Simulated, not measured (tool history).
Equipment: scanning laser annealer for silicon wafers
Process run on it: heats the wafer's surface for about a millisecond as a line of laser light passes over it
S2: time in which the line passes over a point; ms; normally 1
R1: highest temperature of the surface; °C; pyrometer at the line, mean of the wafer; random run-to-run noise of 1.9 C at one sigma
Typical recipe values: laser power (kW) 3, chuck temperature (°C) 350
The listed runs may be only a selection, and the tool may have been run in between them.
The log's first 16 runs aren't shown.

run 17 hour=542 | laser_power_(kW)=3.292 S2=1 chuck_temperature_(°C)=350 | R1=1248
run 18 hour=569.9 | laser_power_(kW)=3.292 S2=1 chuck_temperature_(°C)=350 | R1=1243
run 19 hour=603.6 | laser_power_(kW)=3.292 S2=1 chuck_temperature_(°C)=350 | R1=1240
-- hour=610.7 optics aligned, line set to its width
run 20 hour=635.9 | laser_power_(kW)=3.292 S2=1 chuck_temperature_(°C)=350 | R1=1239
run 21 hour=680.1 | laser_power_(kW)=2.625 S2=1 chuck_temperature_(°C)=380 | R1=1093
run 22 hour=703.5 | laser_power_(kW)=2.625 S2=1 chuck_temperature_(°C)=380 | R1=1092
run 23 hour=728 | laser_power_(kW)=2.907 S2=0.95 chuck_temperature_(°C)=382 | R1=1145
run 24 hour=772.7 | laser_power_(kW)=2.804 S2=1 chuck_temperature_(°C)=369 | R1=1119
run 25 hour=811.1 | laser_power_(kW)=2.804 S2=1 chuck_temperature_(°C)=369 | R1=1116
run 26 hour=831.2 | laser_power_(kW)=2.607 S2=1.11 chuck_temperature_(°C)=369 | R1=1105
-- hour=859.7 optics aligned, line set to its width, once more
run 27 hour=876.7 | laser_power_(kW)=2.659 S2=1.04 chuck_temperature_(°C)=371 | R1=1100

Run 28 is up next; what results do you expect?
run 28 hour=903.9 | laser_power_(kW)=2.597 S2=1.1 chuck_temperature_(°C)=332 | R1=?

{"run 28": {"R1": 1061}}
Minus the tool's unlogged condition, the same run would have read R1 1099 °C.

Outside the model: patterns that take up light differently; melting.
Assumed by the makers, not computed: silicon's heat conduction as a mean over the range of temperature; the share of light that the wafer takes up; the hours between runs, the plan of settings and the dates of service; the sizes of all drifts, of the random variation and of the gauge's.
